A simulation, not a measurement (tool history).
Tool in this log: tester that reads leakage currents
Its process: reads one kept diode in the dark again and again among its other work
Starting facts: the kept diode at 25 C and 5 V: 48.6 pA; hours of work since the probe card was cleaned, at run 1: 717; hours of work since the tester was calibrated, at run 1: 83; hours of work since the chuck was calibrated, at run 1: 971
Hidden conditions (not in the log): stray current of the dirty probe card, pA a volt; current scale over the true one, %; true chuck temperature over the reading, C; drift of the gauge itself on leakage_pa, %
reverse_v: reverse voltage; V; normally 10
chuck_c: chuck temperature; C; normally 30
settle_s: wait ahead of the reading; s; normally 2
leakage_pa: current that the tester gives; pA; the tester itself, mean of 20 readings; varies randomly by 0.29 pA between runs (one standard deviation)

run     day  reverse_v  chuck_c  settle_s  hours of work since the probe card was cleaned  hours of work since the tester was calibrated  hours of work since the chuck was calibrated  leakage_pa
  1       0         10       30         2                                             717                                             83                                           971        89.5
  2   1.367         10       30         2                                             738                                            103                                           992       89.31
  3   2.496         10       30         2                                             755                                            121                                          1009       89.14
  4   3.962         10       30         2                                             777                                            143                                          1031       89.04
  5   5.158         10       30         2                                             795                                            161                                          1049       89.41
  6   7.054         10       30         2                                             824                                            189                                          1077       89.36
  7   8.217         10       30         2                                             841                                            207                                          1095       89.16
  8  10.258          3       30         2                                             872                                            238                                          1126        53.3
  9  11.254          3       30         2                                             887                                            253                                          1141       53.42
 10  12.512          3       30         2                                             906                                            272                                          1160       53.29
 11  13.767         10       30         2                                             925                                            291                                          1179       88.87
 12  15.783         10       54         2                                             955                                            321                                          1209       448.7
 13  17.479         10       46         2                                             981                                            347                                          1235      263.86
 14  18.646         10       30      0.89                                             999                                            364                                          1252       89.64
 15  20.571         10       30      0.89                                            1028                                            393                                          1281          89
 16  21.596         10       30      0.89                                            1043                                            409                                          1297        89.9
 17  23.029         10       30      0.89                                            1065                                            430                                          1318       89.05
 18  24.008         10       30      0.32                                            1080                                            445                                          1333       90.97
 19  26.012       13.4       30      0.32                                            1110                                            475                                          1364      104.38
 20  26.967       13.4       30      0.32                                            1124                                            490                                          1378      104.18
 21  28.571       13.4       30      0.32                                            1148                                            514                                          1402      104.38
 22   29.45       12.7       36      0.32                                            1162                                            527                                          1415      150.73
 23  31.512       12.7       36      0.32                                            1193                                            558                                          1447         151
 24  33.304        1.1       30      0.64                                            1220                                            586                                          1474       34.37
 25  34.171       15.1       20         2                                            1233                                            599                                          1487       57.37
     34.575  -- chuck's temperature calibrated
 26  35.762       15.1       20         2                                            1256                                            621                                            18       65.66
 27  37.204       15.1       21         2                                            1277                                            643                                            40       69.95
 28  38.088       15.1       21         2                                            1291                                            656                                            53       70.17
 29  39.471         10       30      3.41                                            1312                                            677                                            74      101.91
 30  40.496        6.7       49      0.43                                            1327                                            693                                            89      310.77
 31  42.104        6.7       49      0.43                                            1351                                            717                                           114      310.49
 32  43.988        2.2       30      1.61                                            1380                                            745                                           142       53.75
 33  45.938        7.6       29       9.1                                            1409                                            775                                           171       84.32
 34  47.638       18.4       37      0.48                                            1435                                            801                                           197      217.44
 35  49.017       13.5       53      0.39                                            1456                                            821                                           218      529.03
 36  49.912       10.7       36      0.98                                            1469                                            835                                           231      158.53
 37  51.838        2.9       22      4.71                                            1498                                            864                                           260       33.44
 38  52.854        2.9       22      4.71                                            1514                                            879                                           276       33.31
 39  53.796         10       30       0.4                                            1528                                            893                                           290      104.41
 40  55.796         10       30       0.4                                            1558                                            924                                           320      104.63
 41  56.646        1.2       51      5.97                                            1571                                            936                                           333      174.75

Per-run results on a tool with no hidden state, each run keeping its own random variation:
run  leakage_pa
  1       94.19
  2       94.03
  3       93.89
  4       93.82
  5       94.25
  6       94.23
  7       94.03
  8       58.56
  9       58.76
 10        58.7
 11       93.88
 12      498.85
 13      292.28
 14       94.78
 15       94.15
 16        95.1
 17       94.24
 18       96.19
 19      108.43
 20      108.21
 21      108.43
 22       162.9
 23      163.42
 24       39.61
 25       51.61
 26       51.34
 27       55.55
 28       55.67
 29       92.94
 30      307.32
 31      307.64
 32       52.37
 33       77.83
 34      201.89
 35      526.11
 36      150.54
 37       31.14
 38       31.03
 39       95.89
 40       96.15
 41      179.39
